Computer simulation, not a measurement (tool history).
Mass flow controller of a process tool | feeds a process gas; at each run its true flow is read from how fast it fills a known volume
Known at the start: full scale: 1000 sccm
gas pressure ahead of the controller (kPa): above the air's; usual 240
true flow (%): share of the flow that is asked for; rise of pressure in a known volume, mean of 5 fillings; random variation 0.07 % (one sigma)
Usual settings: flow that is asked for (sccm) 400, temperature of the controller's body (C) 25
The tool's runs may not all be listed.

| run | hour | flow that is asked for (sccm) | gas pressure ahead of the controller (kPa) | temperature of the controller's body (C) | true flow (%) |
|---|---|---|---|---|---|
| 1 | 0 | 400 | 240 | 25 | 99.2 |
| 2 | 140.1 | 400 | 240 | 25 | 99.3 |
| 3 | 273.4 | 400 | 240 | 25 | 99.26 |
| 4 | 417.4 | 400 | 240 | 25 | 99.14 |
| 5 | 589 | 400 | 240 | 25 | 99.18 |
| 6 | 726.1 | 400 | 240 | 25 | 99.2 |
| 7 | 917.7 | 400 | 240 | 30 | 98.63 |
| 8 | 1077.7 | 400 | 225 | 25 | 99.15 |
| 9 | 1273.3 | 400 | 225 | 25 | 99.12 |
| 10 | 1481.1 | 400 | 225 | 25 | 99.07 |
| 11 | 1703.1 | 400 | 225 | 25 | 98.88 |
| 12 | 1888.3 | 400 | 225 | 25 | 98.82 |
| 13 | 2147.4 | 400 | 161 | 25 | 98.95 |
| 14 | 2359 | 400 | 197 | 22 | 99.41 |
| 15 | 2573.4 | 428 | 155 | 22 | 99.32 |
| 16 | 2721.9 | 400 | 198 | 25 | 98.9 |
| 17 | 2986.4 | 531 | 240 | 24 | 98.91 |
|  | 3076.1 | controller's zero set anew |
| 18 | 3271.5 | 220 | 156 | 25 | 98.57 |
| 19 | 3511.4 | 400 | 196 | 25 | 98.68 |
| 20 | 3652.4 | 400 | 240 | 38 | 97.06 |
| 21 | 3846.4 | 400 | 240 | 38 | 97 |
| 22 | 4122.6 | 400 | 240 | 23 | 98.7 |
|  | 4140.8 | controller exchanged for a calibrated one |
| 23 | 4288.1 | 111 | 164 | 32 | 97.56 |

Measured less the same run without the tool's hidden state. The same run-to-run variation is in both; the gauge's scatter may not be:
The hidden state here: flow at rest that the sensor doesn't see, % of full scale; true flow over the shown one, %; drift of the gauge itself on true_pct, %.
| run | true flow (%) |
|---|---|
| 1 | -0.03 |
| 2 | -0.06 |
| 3 | -0.09 |
| 4 | -0.12 |
| 5 | -0.16 |
| 6 | -0.19 |
| 7 | -0.23 |
| 8 | -0.27 |
| 9 | -0.32 |
| 10 | -0.36 |
| 11 | -0.41 |
| 12 | -0.46 |
| 13 | -0.51 |
| 14 | -0.56 |
| 15 | -0.61 |
| 16 | -0.64 |
| 17 | -0.7 |
| 18 | -0.75 |
| 19 | -0.81 |
| 20 | -0.83 |
| 21 | -0.86 |
| 22 | -0.94 |
| 23 | -0.94 |

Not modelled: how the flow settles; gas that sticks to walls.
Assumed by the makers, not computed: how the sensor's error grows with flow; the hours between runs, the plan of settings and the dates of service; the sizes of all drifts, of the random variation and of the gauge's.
